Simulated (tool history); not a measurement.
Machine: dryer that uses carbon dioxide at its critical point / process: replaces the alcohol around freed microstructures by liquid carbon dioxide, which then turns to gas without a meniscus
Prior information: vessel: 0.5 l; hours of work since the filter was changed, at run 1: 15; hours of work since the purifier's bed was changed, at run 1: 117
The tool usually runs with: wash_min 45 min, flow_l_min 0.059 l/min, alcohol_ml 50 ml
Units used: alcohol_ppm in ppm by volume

| run | hour | wash_min | flow_l_min | alcohol_ml | hours of work since the filter was changed | hours of work since the purifier's bed was changed | alcohol_ppm |
|---|---|---|---|---|---|---|---|
| 1 | 0 | 45 | 0.059 | 50 | 15 | 117 | 1966 |
| 2 | 14.9 | 45 | 0.059 | 50 | 26 | 128 | 2089 |
| 3 | 30.7 | 45 | 0.059 | 50 | 38 | 140 | 2157 |
| 4 | 41.9 | 45 | 0.059 | 50 | 46 | 148 | 2118 |
| 5 | 51.7 | 45 | 0.059 | 50 | 54 | 156 | 2143 |
| 6 | 59.4 | 45 | 0.059 | 50 | 59 | 161 | 2206 |
| 7 | 75.2 | 45 | 0.0727 | 43 | 71 | 173 | 830 |
| 8 | 89.2 | 27 | 0.0638 | 66 | 81 | 183 | 11139 |
| 9 | 101 | 45 | 0.059 | 49 | 90 | 192 | 2278 |
| 10 | 117.4 | 41 | 0.0547 | 55 | 102 | 204 | 4681 |

Alternative continuations, all from the tool just after run 10; predict every row:
| A | 127.7 | 45 | 0.0457 | 26 | 110 | 212 | ? |
| B | 127.7 | 41 | 0.0652 | 55 | 110 | 212 | ? |
| C | 127.7 | 41 | 0.0598 | 55 | 110 | 212 | ? |
| D | 127.7 | 45 | 0.042 | 50 | 110 | 212 | ? |

| run | alcohol_ppm |
|---|---|
| A | 2963 |
| B | 2588 |
| C | 3601 |
| D | 7348 |
With no hidden state in the tool, these same runs would have given:
| run | alcohol_ppm |
|---|---|
| A | 2448 |
| B | 2024 |
| C | 2881 |
| D | 6204 |
